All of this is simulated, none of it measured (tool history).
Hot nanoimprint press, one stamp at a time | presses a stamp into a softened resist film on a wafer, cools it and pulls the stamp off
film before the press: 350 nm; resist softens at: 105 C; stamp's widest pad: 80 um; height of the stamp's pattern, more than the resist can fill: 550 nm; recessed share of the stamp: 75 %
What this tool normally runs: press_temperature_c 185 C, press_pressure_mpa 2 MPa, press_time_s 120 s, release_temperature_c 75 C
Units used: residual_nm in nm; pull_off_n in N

Run 1, hour 0: usual settings. Result: residual_nm 167 nm, pull_off_n 120 N.
Run 2, hour 18.5: usual settings. Result: residual_nm 165.5 nm, pull_off_n 123 N.
Run 3, hour 26.8: usual settings but press_time_s 80 s. Result: residual_nm 188.8 nm, pull_off_n 125 N.
Run 4, hour 38.9: usual settings but press_time_s 80 s. Result: residual_nm 189.1 nm, pull_off_n 123 N.
Run 5, hour 53.9: usual settings but press_temperature_c 176 C. Result: residual_nm 208.2 nm, pull_off_n 121 N.
Run 6, hour 72: usual settings but press_temperature_c 176 C. Result: residual_nm 207.8 nm, pull_off_n 128 N.
Run 7, hour 82.3: usual settings but press_temperature_c 195 C, press_pressure_mpa 2.24 MPa, press_time_s 118 s, release_temperature_c 78 C. Result: residual_nm 122.8 nm, pull_off_n 114 N.
Run 8, hour 94.3: usual settings but press_pressure_mpa 1.6 MPa. Result: residual_nm 184.8 nm, pull_off_n 126 N.
Run 9, hour 114.8: usual settings but press_pressure_mpa 1.63 MPa, release_temperature_c 74 C. Result: residual_nm 185.4 nm, pull_off_n 140 N.
Run 10, hour 123.9: usual settings but press_pressure_mpa 1.63 MPa, release_temperature_c 74 C. Result: residual_nm 185.1 nm, pull_off_n 134 N.

The log once held 2 entries between its listed runs, left out of this copy. Where does each go, and what is different about the tool's unlogged condition between the listed run before it and the listed run after it?
Run 4 -> run 5: plate thermocouple calibrated (hour 43.4)
  true temperature over the reading, C: 0.25 -> 0.45; pressure that arrives at the usual setting, %: 97.31 -> 97.23; grip of the stamp's worn release coat, % over a new coat's: 27.4 -> 28.7
  measured result minus the result with no hidden state, residual_nm: +1.4 -> +0.3 nm; pull_off_n: +26 -> +26 N
Run 8 -> run 9: plate thermocouple calibrated, once more (hour 110.1)
  true temperature over the reading, C: 0.55 -> 0.09; pressure that arrives at the usual setting, %: 97 -> 96.89; grip of the stamp's worn release coat, % over a new coat's: 33 -> 34.8
  measured result minus the result with no hidden state, residual_nm: -0.2 -> +2 nm; pull_off_n: +29 -> +36 N

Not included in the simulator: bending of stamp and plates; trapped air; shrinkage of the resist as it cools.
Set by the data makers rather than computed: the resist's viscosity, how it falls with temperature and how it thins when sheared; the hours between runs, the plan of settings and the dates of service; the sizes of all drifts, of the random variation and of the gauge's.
